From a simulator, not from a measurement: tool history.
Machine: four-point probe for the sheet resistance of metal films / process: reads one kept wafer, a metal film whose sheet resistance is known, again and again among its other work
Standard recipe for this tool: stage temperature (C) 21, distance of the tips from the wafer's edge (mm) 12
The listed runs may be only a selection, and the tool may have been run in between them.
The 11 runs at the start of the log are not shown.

run   hour  stage temperature (C)  distance of the tips from the wafer's edge (mm)  sheet resistance as the instrument gives it (ohm/square)
 12  270.3                     21                                               10                                                  6.717187
 13  304.7                     21                                               10                                                  6.718332
 14  330.8                     21                                               10                                                  6.719857
 15  346.7                     21                                               10                                                  6.720371
 16  371.2                     20                                               10                                                  6.719661
 17  387.6                     19                                               12                                                  6.711281
 18  406.3                     19                                               12                                                  6.713531
 19  436.6                     19                                               12                                                  6.714013
 20  465.6                     21                                               12                                                  6.713790
 21  495.6                     26                                                9                                                  6.723641
 22  514.4                     28                                                4                                                  6.795047
 23  542.7                     22                                               17                                                  6.709041
 24  574.7                     23                                                3                                                  6.863779
 25  588.8                     23                                                3                                                  6.863085
 26  613.3                     25                                               35                                                  6.704456
 27  638.7                     20                                               15                                                  6.709368
 28  665.7                     19                                               66                                                  6.707560
 29  695.3                     30                                               60                                                  6.707841
 30  710.6                     34                                               51                                                  6.707051
 31  726.6                     19                                               11                                                  6.715219
 32  756.9                     21                                               10                                                  6.717238
 33  782.6                     22                                               71                                                  6.705182
 34  803.6                     28                                               23                                                  6.707293
 35  831.5                     21                                                7                                                  6.732026

Estimate the outcome of run 36 from the log above:
 36  863.1                     30                                               15                                                         ?

For run 36 the tool returned sheet resistance as the instrument gives it (ohm/square) 6.714525.
Had the tool carried no hidden state, the very same run would have given sheet resistance as the instrument gives it (ohm/square) 6.714895.

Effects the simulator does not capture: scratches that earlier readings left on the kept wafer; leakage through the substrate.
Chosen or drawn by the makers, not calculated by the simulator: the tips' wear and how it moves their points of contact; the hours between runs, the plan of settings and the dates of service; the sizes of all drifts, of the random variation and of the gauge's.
